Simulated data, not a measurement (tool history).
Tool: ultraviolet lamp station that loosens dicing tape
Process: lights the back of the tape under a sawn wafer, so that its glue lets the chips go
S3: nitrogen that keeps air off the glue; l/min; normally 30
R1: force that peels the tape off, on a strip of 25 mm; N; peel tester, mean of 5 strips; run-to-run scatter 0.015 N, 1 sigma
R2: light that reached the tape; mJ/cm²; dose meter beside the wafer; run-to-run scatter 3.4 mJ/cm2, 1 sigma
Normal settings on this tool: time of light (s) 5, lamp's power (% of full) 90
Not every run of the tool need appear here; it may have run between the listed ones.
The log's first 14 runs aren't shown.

-- hour=561.5 window cleaned of glue's vapour
run 15 hour=603 | time_of_light_(s)=5 lamp's_power_(%_of_full)=90 S3=30 | R1=1.403 R2=381
run 16 hour=637.8 | time_of_light_(s)=5 lamp's_power_(%_of_full)=90 S3=30 | R1=1.43 R2=379
run 17 hour=674 | time_of_light_(s)=5 lamp's_power_(%_of_full)=90 S3=30 | R1=1.45 R2=371
run 18 hour=735.7 | time_of_light_(s)=5 lamp's_power_(%_of_full)=98 S3=30 | R1=1.311 R2=397
run 19 hour=800.2 | time_of_light_(s)=5 lamp's_power_(%_of_full)=98 S3=30 | R1=1.374 R2=386
run 20 hour=836.2 | time_of_light_(s)=9 lamp's_power_(%_of_full)=66 S3=35 | R1=0.923 R2=458
run 21 hour=879.7 | time_of_light_(s)=9 lamp's_power_(%_of_full)=66 S3=35 | R1=0.957 R2=456
run 22 hour=912.6 | time_of_light_(s)=6 lamp's_power_(%_of_full)=67 S3=22 | R1=2.276 R2=302
run 23 hour=975.7 | time_of_light_(s)=6 lamp's_power_(%_of_full)=78 S3=22 | R1=1.898 R2=343
run 24 hour=1003.2 | time_of_light_(s)=9 lamp's_power_(%_of_full)=78 S3=30 | R1=0.805 R2=510
run 25 hour=1063.3 | time_of_light_(s)=3 lamp's_power_(%_of_full)=78 S3=39 | R1=4.275 R2=169
-- hour=1124.2 window cleaned of glue's vapour
run 26 hour=1125.7 | time_of_light_(s)=3 lamp's_power_(%_of_full)=78 S3=39 | R1=3.893 R2=177
run 27 hour=1178.2 | time_of_light_(s)=5 lamp's_power_(%_of_full)=90 S3=9 | R1=2.694 R2=337
run 28 hour=1226.5 | time_of_light_(s)=8 lamp's_power_(%_of_full)=90 S3=9 | R1=1.211 R2=529
run 29 hour=1288.4 | time_of_light_(s)=8 lamp's_power_(%_of_full)=90 S3=9 | R1=1.265 R2=525
run 30 hour=1339.2 | time_of_light_(s)=9 lamp's_power_(%_of_full)=63 S3=40 | R1=1.185 R2=403
run 31 hour=1377.2 | time_of_light_(s)=2 lamp's_power_(%_of_full)=85 S3=29 | R1=5.728 R2=120
-- hour=1424.7 lamp changed
run 32 hour=1432 | time_of_light_(s)=2 lamp's_power_(%_of_full)=85 S3=29 | R1=3.93 R2=192
run 33 hour=1463.3 | time_of_light_(s)=3 lamp's_power_(%_of_full)=73 S3=11 | R1=3.548 R2=243
run 34 hour=1501.2 | time_of_light_(s)=3 lamp's_power_(%_of_full)=69 S3=41 | R1=2.839 R2=231
run 35 hour=1549.1 | time_of_light_(s)=3 lamp's_power_(%_of_full)=69 S3=41 | R1=3.021 R2=224

Each row is a separate what-if for the run after 35, all from the same tool condition, not one after another. Results?
run A hour=1593.9 | time_of_light_(s)=3 lamp's_power_(%_of_full)=69 S3=17 | R1=? R2=?
run B hour=1593.9 | time_of_light_(s)=5 lamp's_power_(%_of_full)=76 S3=14 | R1=? R2=?
run C hour=1593.9 | time_of_light_(s)=5 lamp's_power_(%_of_full)=69 S3=32 | R1=? R2=?

run=A R1=3.787 R2=220
run=B R1=1.695 R2=407
run=C R1=1.457 R2=367
Without the tool's hidden state the same runs would have given:
run=A R1=3.297 R2=249
run=B R1=1.354 R2=459
run=C R1=1.154 R2=414
